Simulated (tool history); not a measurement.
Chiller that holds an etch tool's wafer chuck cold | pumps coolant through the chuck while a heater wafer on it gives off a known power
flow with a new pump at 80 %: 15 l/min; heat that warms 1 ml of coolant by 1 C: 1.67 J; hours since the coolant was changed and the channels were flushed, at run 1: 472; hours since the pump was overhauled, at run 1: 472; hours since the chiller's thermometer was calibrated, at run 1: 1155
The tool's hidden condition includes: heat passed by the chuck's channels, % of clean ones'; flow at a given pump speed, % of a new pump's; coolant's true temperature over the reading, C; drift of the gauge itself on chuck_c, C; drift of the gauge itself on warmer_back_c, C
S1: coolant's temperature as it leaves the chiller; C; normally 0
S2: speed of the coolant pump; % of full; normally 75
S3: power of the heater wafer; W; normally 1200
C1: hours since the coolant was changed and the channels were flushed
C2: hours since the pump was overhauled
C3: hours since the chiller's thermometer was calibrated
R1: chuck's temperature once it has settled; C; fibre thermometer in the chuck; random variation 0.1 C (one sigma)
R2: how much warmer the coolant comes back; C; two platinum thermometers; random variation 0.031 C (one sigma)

{"run": 1, "day": 0.0, "S1": 0, "S2": 75, "S3": 1200, "C1": 472, "C2": 472, "C3": 1155, "R1": 12.9, "R2": 3.04}
{"run": 2, "day": 6.054, "S1": 0, "S2": 75, "S3": 1200, "C1": 617, "C2": 617, "C3": 1300, "R1": 12.8, "R2": 3.0}
{"run": 3, "day": 13.254, "S1": 0, "S2": 75, "S3": 1200, "C1": 790, "C2": 790, "C3": 1473, "R1": 13.0, "R2": 3.04}
{"run": 4, "day": 18.325, "S1": 0, "S2": 75, "S3": 1200, "C1": 912, "C2": 912, "C3": 1594, "R1": 12.8, "R2": 3.07}
{"run": 5, "day": 23.204, "S1": 0, "S2": 75, "S3": 1200, "C1": 1029, "C2": 1029, "C3": 1711, "R1": 13.1, "R2": 3.04}
{"run": 6, "day": 31.121, "S1": 0, "S2": 75, "S3": 1200, "C1": 1219, "C2": 1219, "C3": 1901, "R1": 12.9, "R2": 3.14}
{"run": 7, "day": 36.521, "S1": 0, "S2": 75, "S3": 625, "C1": 1349, "C2": 1349, "C3": 2031, "R1": 6.7, "R2": 1.57}
{"run": 8, "day": 43.088, "S1": 0, "S2": 64, "S3": 1200, "C1": 1506, "C2": 1506, "C3": 2189, "R1": 13.9, "R2": 3.63}
{"run": 9, "day": 48.529, "S1": 0, "S2": 68, "S3": 1200, "C1": 1637, "C2": 1637, "C3": 2319, "R1": 13.5, "R2": 3.3}
{"run": 10, "day": 57.025, "S1": 0, "S2": 68, "S3": 1200, "C1": 1841, "C2": 1841, "C3": 2523, "R1": 13.6, "R2": 3.37}
{"run": 11, "day": 62.483, "S1": 0, "S2": 68, "S3": 1200, "C1": 1972, "C2": 1972, "C3": 2654, "R1": 13.5, "R2": 3.39}
{"run": 12, "day": 68.096, "S1": 0, "S2": 75, "S3": 1200, "C1": 2106, "C2": 2106, "C3": 2789, "R1": 13.0, "R2": 3.03}
{"run": 13, "day": 73.738, "S1": 0, "S2": 67, "S3": 1200, "C1": 2242, "C2": 2242, "C3": 2924, "R1": 13.5, "R2": 3.45}
{"run": 14, "day": 80.275, "S1": 0, "S2": 67, "S3": 1200, "C1": 2399, "C2": 2399, "C3": 3081, "R1": 13.7, "R2": 3.44}
{"run": 15, "day": 89.946, "S1": 0, "S2": 67, "S3": 1200, "C1": 2631, "C2": 2631, "C3": 3313, "R1": 13.4, "R2": 3.46}
{"day": 93.583, "done": "chiller's thermometer calibrated"}
{"run": 16, "day": 98.421, "S1": 0, "S2": 67, "S3": 1200, "C1": 2833, "C2": 2833, "C3": 116, "R1": 13.5, "R2": 3.45}
{"run": 17, "day": 105.704, "S1": 0, "S2": 67, "S3": 1200, "C1": 3008, "C2": 3008, "C3": 291, "R1": 13.5, "R2": 3.42}
{"run": 18, "day": 112.158, "S1": 0, "S2": 67, "S3": 1200, "C1": 3163, "C2": 3163, "C3": 446, "R1": 13.7, "R2": 3.43}
{"run": 19, "day": 116.733, "S1": 7, "S2": 75, "S3": 1200, "C1": 3273, "C2": 3273, "C3": 556, "R1": 19.9, "R2": 3.05}
{"run": 20, "day": 124.842, "S1": 0, "S2": 63, "S3": 1222, "C1": 3467, "C2": 3467, "C3": 750, "R1": 14.2, "R2": 3.74}
{"run": 21, "day": 129.879, "S1": 0, "S2": 90, "S3": 1222, "C1": 3588, "C2": 3588, "C3": 871, "R1": 12.1, "R2": 2.62}
{"run": 22, "day": 134.608, "S1": 0, "S2": 97, "S3": 1461, "C1": 3702, "C2": 3702, "C3": 985, "R1": 13.9, "R2": 2.9}
{"run": 23, "day": 141.079, "S1": 0, "S2": 97, "S3": 1461, "C1": 3857, "C2": 3857, "C3": 1140, "R1": 13.7, "R2": 2.9}
{"run": 24, "day": 149.671, "S1": 0, "S2": 97, "S3": 1461, "C1": 4063, "C2": 4063, "C3": 1346, "R1": 13.8, "R2": 2.9}
{"run": 25, "day": 153.758, "S1": 0, "S2": 97, "S3": 1461, "C1": 4161, "C2": 4161, "C3": 1444, "R1": 13.8, "R2": 2.92}
{"run": 26, "day": 158.054, "S1": -4, "S2": 63, "S3": 622, "C1": 4264, "C2": 4264, "C3": 1547, "R1": 3.1, "R2": 1.87}
{"run": 27, "day": 163.612, "S1": -4, "S2": 63, "S3": 622, "C1": 4398, "C2": 4398, "C3": 1681, "R1": 3.3, "R2": 1.91}
{"run": 28, "day": 172.329, "S1": -4, "S2": 63, "S3": 1391, "C1": 4607, "C2": 4607, "C3": 1890, "R1": 12.1, "R2": 4.21}
{"run": 29, "day": 177.525, "S1": 7, "S2": 69, "S3": 719, "C1": 4732, "C2": 4732, "C3": 2015, "R1": 15.0, "R2": 2.03}
{"run": 30, "day": 181.842, "S1": -6, "S2": 75, "S3": 762, "C1": 4835, "C2": 4835, "C3": 2118, "R1": 2.3, "R2": 1.93}
{"run": 31, "day": 190.421, "S1": 0, "S2": 74, "S3": 1002, "C1": 5041, "C2": 5041, "C3": 2324, "R1": 10.7, "R2": 2.54}

4 ways to go on from here, each from the tool as it stands after run 31. What would each give?
{"run": "A", "day": 198.508, "S1": 6, "S2": 62, "S3": 1002, "C1": 5235, "C2": 5235, "C3": 2518, "R1": "?", "R2": "?"}
{"run": "B", "day": 198.508, "S1": 9, "S2": 91, "S3": 1283, "C1": 5235, "C2": 5235, "C3": 2518, "R1": "?", "R2": "?"}
{"run": "C", "day": 198.508, "S1": 0, "S2": 74, "S3": 695, "C1": 5235, "C2": 5235, "C3": 2518, "R1": "?", "R2": "?"}
{"run": "D", "day": 198.508, "S1": 4, "S2": 97, "S3": 865, "C1": 5235, "C2": 5235, "C3": 2518, "R1": "?", "R2": "?"}

run=A R1=17.8 R2=3.07
run=B R1=21.5 R2=2.74
run=C R1=7.7 R2=1.82
run=D R1=12.2 R2=1.73
Take away the tool's hidden state, keep each run's random variation, and the runs would have read:
run=A R1=17.8 R2=3.06
run=B R1=21.4 R2=2.73
run=C R1=7.7 R2=1.82
run=D R1=12.1 R2=1.73

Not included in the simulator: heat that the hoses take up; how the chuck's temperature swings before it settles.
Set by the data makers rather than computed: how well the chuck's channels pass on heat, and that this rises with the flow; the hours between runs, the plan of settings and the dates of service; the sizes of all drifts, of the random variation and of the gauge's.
